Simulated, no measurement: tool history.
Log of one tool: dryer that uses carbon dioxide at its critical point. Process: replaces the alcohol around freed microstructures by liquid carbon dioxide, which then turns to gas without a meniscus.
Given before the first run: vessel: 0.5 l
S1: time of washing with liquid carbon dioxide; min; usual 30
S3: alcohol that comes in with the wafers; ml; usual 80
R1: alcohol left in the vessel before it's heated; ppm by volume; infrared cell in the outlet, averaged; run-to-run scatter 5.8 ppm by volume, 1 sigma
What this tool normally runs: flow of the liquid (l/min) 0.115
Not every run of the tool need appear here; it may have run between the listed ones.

Run 1, hour 0: usual settings. Result: R1 290 ppm by volume.
Run 2, hour 8.9: usual settings. Result: R1 289 ppm by volume.
Run 3, hour 17.7: usual settings but S3 101 ml. Result: R1 357 ppm by volume.
Run 4, hour 25.7: usual settings but S3 101 ml. Result: R1 376 ppm by volume.
Run 5, hour 37.1: usual settings but S3 36 ml. Result: R1 146 ppm by volume.
Run 6, hour 49.9: usual settings but S3 36 ml. Result: R1 145 ppm by volume.
At hour 55.5: inlet filter changed.
Run 7, hour 62: usual settings but S3 54 ml. Result: R1 148 ppm by volume.
Run 8, hour 78.3: usual settings but S3 116 ml. Result: R1 328 ppm by volume.
Run 9, hour 90.6: usual settings but S1 36 min. Result: R1 90 ppm by volume.
Run 10, hour 101.8: usual settings but S1 36 min. Result: R1 84 ppm by volume.
Run 11, hour 112.2: usual settings but S1 36 min. Result: R1 89 ppm by volume.
Run 12, hour 124.3: usual settings but S1 36 min, flow of the liquid (l/min) 0.176, S3 62 ml. Result: R1 28 ppm by volume.

Predict the results of run 13:
Run 13, hour 138.7: usual settings but S1 36 min, flow of the liquid (l/min) 0.176, S3 62 ml. Result: R1 ?.

R1: 28 ppm by volume
On a tool with no hidden condition, and with the same random variation, this run would have come out at R1 3 ppm by volume.
